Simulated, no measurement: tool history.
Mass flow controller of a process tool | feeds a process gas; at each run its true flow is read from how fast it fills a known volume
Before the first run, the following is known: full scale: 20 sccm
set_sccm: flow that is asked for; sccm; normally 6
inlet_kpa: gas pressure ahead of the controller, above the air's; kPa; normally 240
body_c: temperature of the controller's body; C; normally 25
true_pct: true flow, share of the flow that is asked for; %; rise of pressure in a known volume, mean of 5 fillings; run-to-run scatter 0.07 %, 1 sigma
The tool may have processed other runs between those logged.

{"run": 1, "hour": 0.0, "set_sccm": 6, "inlet_kpa": 240, "body_c": 25, "true_pct": 97.6}
{"run": 2, "hour": 76.9, "set_sccm": 6, "inlet_kpa": 240, "body_c": 25, "true_pct": 97.56}
{"run": 3, "hour": 153.9, "set_sccm": 6, "inlet_kpa": 216, "body_c": 25, "true_pct": 97.48}
{"run": 4, "hour": 218.6, "set_sccm": 6, "inlet_kpa": 216, "body_c": 25, "true_pct": 97.31}
{"run": 5, "hour": 255.6, "set_sccm": 6, "inlet_kpa": 216, "body_c": 25, "true_pct": 97.4}
{"run": 6, "hour": 323.8, "set_sccm": 6, "inlet_kpa": 240, "body_c": 25, "true_pct": 97.53}
{"run": 7, "hour": 362.1, "set_sccm": 6, "inlet_kpa": 240, "body_c": 25, "true_pct": 97.65}
{"run": 8, "hour": 422.8, "set_sccm": 6, "inlet_kpa": 240, "body_c": 25, "true_pct": 97.61}
{"run": 9, "hour": 472.7, "set_sccm": 6, "inlet_kpa": 200, "body_c": 25, "true_pct": 97.33}
{"run": 10, "hour": 547.4, "set_sccm": 6, "inlet_kpa": 200, "body_c": 25, "true_pct": 97.38}
{"run": 11, "hour": 610.6, "set_sccm": 6, "inlet_kpa": 240, "body_c": 25, "true_pct": 97.6}
{"run": 12, "hour": 663.1, "set_sccm": 6, "inlet_kpa": 223, "body_c": 25, "true_pct": 97.47}
{"run": 13, "hour": 733.2, "set_sccm": 6, "inlet_kpa": 223, "body_c": 25, "true_pct": 97.51}
{"run": 14, "hour": 791.3, "set_sccm": 6, "inlet_kpa": 223, "body_c": 25, "true_pct": 97.45}
{"run": 15, "hour": 839.7, "set_sccm": 3, "inlet_kpa": 240, "body_c": 25, "true_pct": 97.75}
{"run": 16, "hour": 889.1, "set_sccm": 3, "inlet_kpa": 240, "body_c": 25, "true_pct": 97.85}
{"run": 17, "hour": 961.9, "set_sccm": 2, "inlet_kpa": 240, "body_c": 25, "true_pct": 98.27}
{"run": 18, "hour": 1045.2, "set_sccm": 9, "inlet_kpa": 240, "body_c": 25, "true_pct": 97.89}
{"run": 19, "hour": 1113.3, "set_sccm": 9, "inlet_kpa": 240, "body_c": 25, "true_pct": 97.77}
{"run": 20, "hour": 1171.6, "set_sccm": 9, "inlet_kpa": 240, "body_c": 25, "true_pct": 97.79}
{"run": 21, "hour": 1218.7, "set_sccm": 9, "inlet_kpa": 194, "body_c": 25, "true_pct": 97.66}
{"run": 22, "hour": 1280.7, "set_sccm": 9, "inlet_kpa": 213, "body_c": 25, "true_pct": 97.7}
{"run": 23, "hour": 1331.8, "set_sccm": 9, "inlet_kpa": 213, "body_c": 25, "true_pct": 97.65}
{"run": 24, "hour": 1415.1, "set_sccm": 6, "inlet_kpa": 186, "body_c": 25, "true_pct": 97.28}
{"run": 25, "hour": 1486.0, "set_sccm": 6, "inlet_kpa": 186, "body_c": 25, "true_pct": 97.42}
{"run": 26, "hour": 1538.0, "set_sccm": 6, "inlet_kpa": 186, "body_c": 25, "true_pct": 97.37}
{"run": 27, "hour": 1604.1, "set_sccm": 3, "inlet_kpa": 249, "body_c": 27, "true_pct": 97.72}
{"run": 28, "hour": 1675.0, "set_sccm": 3, "inlet_kpa": 249, "body_c": 30, "true_pct": 97.54}
{"run": 29, "hour": 1756.6, "set_sccm": 3, "inlet_kpa": 249, "body_c": 30, "true_pct": 97.66}
{"run": 30, "hour": 1832.8, "set_sccm": 3, "inlet_kpa": 203, "body_c": 31, "true_pct": 97.19}
{"run": 31, "hour": 1873.2, "set_sccm": 7, "inlet_kpa": 240, "body_c": 31, "true_pct": 97.07}
{"run": 32, "hour": 1920.5, "set_sccm": 7, "inlet_kpa": 240, "body_c": 31, "true_pct": 97.01}
{"run": 33, "hour": 1996.2, "set_sccm": 4, "inlet_kpa": 176, "body_c": 34, "true_pct": 96.61}
{"run": 34, "hour": 2065.0, "set_sccm": 5, "inlet_kpa": 240, "body_c": 25, "true_pct": 97.46}
{"run": 35, "hour": 2101.9, "set_sccm": 4, "inlet_kpa": 240, "body_c": 32, "true_pct": 97.1}
{"run": 36, "hour": 2178.4, "set_sccm": 9, "inlet_kpa": 141, "body_c": 20, "true_pct": 97.97}
{"run": 37, "hour": 2232.9, "set_sccm": 4, "inlet_kpa": 217, "body_c": 29, "true_pct": 97.24}
{"run": 38, "hour": 2279.0, "set_sccm": 4, "inlet_kpa": 146, "body_c": 23, "true_pct": 97.54}
{"run": 39, "hour": 2341.7, "set_sccm": 10, "inlet_kpa": 146, "body_c": 37, "true_pct": 96.2}
{"run": 40, "hour": 2390.9, "set_sccm": 14, "inlet_kpa": 247, "body_c": 24, "true_pct": 98.33}
{"run": 41, "hour": 2450.6, "set_sccm": 14, "inlet_kpa": 189, "body_c": 26, "true_pct": 97.91}
{"run": 42, "hour": 2533.2, "set_sccm": 14, "inlet_kpa": 189, "body_c": 26, "true_pct": 97.92}
{"run": 43, "hour": 2567.3, "set_sccm": 7, "inlet_kpa": 240, "body_c": 34, "true_pct": 96.76}
{"run": 44, "hour": 2646.0, "set_sccm": 8, "inlet_kpa": 271, "body_c": 34, "true_pct": 96.82}
{"run": 45, "hour": 2680.9, "set_sccm": 8, "inlet_kpa": 271, "body_c": 34, "true_pct": 96.79}
{"run": 46, "hour": 2717.3, "set_sccm": 8, "inlet_kpa": 271, "body_c": 34, "true_pct": 96.81}
{"run": 47, "hour": 2789.5, "set_sccm": 8, "inlet_kpa": 271, "body_c": 34, "true_pct": 96.76}
{"run": 48, "hour": 2869.1, "set_sccm": 3, "inlet_kpa": 189, "body_c": 22, "true_pct": 98.19}

Some steps in true_pct between neighbouring runs. How much of each would the tool show without its hidden state too (settings, what came in, random variation), and how much is left for the hidden state, with any gauge scatter that isn't in both results?
The tool's hidden condition here consists of: flow at rest that the sensor doesn't see, % of full scale; true flow over the shown one, %; drift of the gauge itself on true_pct, %.
Run 17 -> 18: set_sccm 2 -> 9. true_pct -0.38 %: hidden state -1.72, all else +1.34.
Run 30 -> 31: set_sccm 3 -> 7, inlet_kpa 203 -> 240. true_pct -0.12 %: hidden state -1.06, all else +0.94.
Run 38 -> 39: set_sccm 4 -> 10, body_c 23 -> 37. true_pct -1.34 %: hidden state -0.93, all else -0.41.
Run 39 -> 40: set_sccm 10 -> 14, inlet_kpa 146 -> 247, body_c 37 -> 24. true_pct +2.13 %: hidden state -0.18, all else +2.31.
Run 47 -> 48: set_sccm 8 -> 3, inlet_kpa 271 -> 189, body_c 34 -> 22. true_pct +1.43 %: hidden state +1.45, all else -0.02.

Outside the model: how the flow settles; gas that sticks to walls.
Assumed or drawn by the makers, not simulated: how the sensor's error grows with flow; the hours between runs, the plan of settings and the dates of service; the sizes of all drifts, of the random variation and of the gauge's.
